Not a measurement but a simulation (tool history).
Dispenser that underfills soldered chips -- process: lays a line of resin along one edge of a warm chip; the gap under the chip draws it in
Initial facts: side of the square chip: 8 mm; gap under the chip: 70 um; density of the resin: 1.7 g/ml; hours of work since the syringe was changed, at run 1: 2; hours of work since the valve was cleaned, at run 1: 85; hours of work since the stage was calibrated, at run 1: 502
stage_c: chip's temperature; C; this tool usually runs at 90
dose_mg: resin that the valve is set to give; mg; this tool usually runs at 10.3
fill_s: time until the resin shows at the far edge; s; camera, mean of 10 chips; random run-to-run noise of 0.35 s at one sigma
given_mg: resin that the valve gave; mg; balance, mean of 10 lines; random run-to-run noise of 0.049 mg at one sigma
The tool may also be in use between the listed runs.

run   hour  stage_c  dose_mg  hours of work since the syringe was changed  hours of work since the valve was cleaned  hours of work since the stage was calibrated  fill_s  given_mg
  1    0.0       90     10.3                                            2                                         85                                           502    17.2      9.75
       7.8  -- new syringe of resin
  2    9.9       90     10.0                                            2                                         92                                           509    17.7      9.49
      17.9  -- new syringe of resin
  3   22.4       82     10.3                                            3                                        101                                           518    23.0      9.71
      28.4  -- new syringe of resin
  4   35.3       82     10.3                                            5                                        110                                           527    25.3      9.67
      39.6  -- new syringe of resin
      45.9  -- dispensing valve cleaned and set on the balance
      51.9  -- new syringe of resin
  5   52.0       82     10.3                                            0                                          4                                           538    20.6     10.23
  6   60.2       82     10.3                                            6                                         10                                           544    26.1     10.18
      62.8  -- new syringe of resin
  7   72.3       82     10.3                                            7                                         19                                           552    27.0     10.17
      73.5  -- new syringe of resin
      83.9  -- new syringe of resin
  8   90.2       86     10.3                                            5                                         31                                           565    21.1     10.12
      94.7  -- new syringe of resin
  9   98.9       86     10.3                                            3                                         37                                           571    19.9     10.08
     105.3  -- new syringe of resin
 10  110.7       86     10.3                                            4                                         45                                           579    21.7     10.05
     116.1  -- new syringe of resin
     126.7  -- new syringe of resin
 11  128.5       86     10.3                                            1                                         58                                           591    18.9      9.93
     137.9  -- new syringe of resin
 12  140.1       86     10.3                                            2                                         66                                           599    18.9      9.94
     148.5  -- new syringe of resin
 13  148.5       86     10.3                                            0                                         71                                           605    18.1      9.89
     158.7  -- new syringe of resin
 14  160.0       86     10.3                                            1                                         80                                           613    18.3      9.80
     169.6  -- new syringe of resin
 15  174.4       86     10.3                                            3                                         90                                           623    20.6      9.84
     180.4  -- new syringe of resin
     190.7  -- new syringe of resin
 16  190.7       86     10.3                                            0                                        101                                           635    18.6      9.63
     201.0  -- new syringe of resin
 17  204.7       87     10.3                                            3                                        111                                           644    20.4      9.61
     211.7  -- new syringe of resin
     214.3  -- dispensing valve cleaned and set on the balance
 18  217.1       87     10.3                                            3                                          2                                           652    20.0     10.33
     223.1  -- new syringe of resin
     233.6  -- new syringe of resin
 19  233.6       76     11.6                                            0                                         13                                           664    22.9     11.60
     244.8  -- new syringe of resin
 20  247.1       76     11.6                                            2                                         23                                           673    25.1     11.60
     256.0  -- new syringe of resin
 21  261.2       94      9.7                                            4                                         33                                           683    16.7      9.51
     266.0  -- new syringe of resin
 22  272.2       80      9.7                                            4                                         40                                           691    24.6      9.35
     276.6  -- new syringe of resin
     286.6  -- new syringe of resin
 23  287.5       80      9.7                                            1                                         51                                           701    22.2      9.35
     297.1  -- new syringe of resin
 24  303.0       80      9.7                                            4                                         62                                           712    25.3      9.44
     308.1  -- new syringe of resin
     318.5  -- new syringe of resin
 25  320.7       87     10.5                                            2                                         74                                           725    18.9     10.10
     328.8  -- new syringe of resin
 26  335.6       89     11.3                                            5                                         85                                           735    19.4     10.66
     339.1  -- new syringe of resin
 27  347.3       93     10.3                                            6                                         93                                           743    17.6      9.75
     350.4  -- new syringe of resin
 28  358.6       83      9.5                                            6                                        101                                           751    25.6      8.87
     361.8  -- new syringe of resin
     364.8  -- stage's temperature calibrated
     373.2  -- new syringe of resin
 29  377.3       83      9.5                                            3                                        113                                             9    25.8      8.90
     383.4  -- dispensing valve cleaned and set on the balance
     384.7  -- new syringe of resin
 30  387.5       83      9.5                                            2                                          3                                            15    24.9      9.50
     395.5  -- new syringe of resin
 31  404.6       90      9.9                                            7                                         15                                            27    23.5      9.76
     406.2  -- new syringe of resin
     416.7  -- new syringe of resin
 32  418.8       94     12.3                                            2                                         25                                            37    16.9     12.05
     426.7  -- new syringe of resin
 33  435.2       94      8.9                                            6                                         36                                            48    21.5      8.74
     436.9  -- new syringe of resin
 34  446.5      103     10.3                                            7                                         44                                            56    16.5     10.02

3 ways to go on from here, each from the tool as it stands after run 34. What would each give?
     448.0  -- new syringe of resin
  A  454.1       83     10.8                                            4                                         49                                            62       ?         ?
     448.0  -- new syringe of resin
  B  454.1       86     12.1                                            4                                         49                                            62       ?         ?
     448.0  -- new syringe of resin
  C  454.1       78     10.0                                            4                                         49                                            62       ?         ?

run  fill_s  given_mg
  A    25.5     10.39
  B    22.9     11.73
  C    31.3      9.70
What these runs would have given with no unlogged condition in the tool:
run  fill_s  given_mg
  A    21.6     10.69
  B    19.4     12.08
  C    26.6      9.98
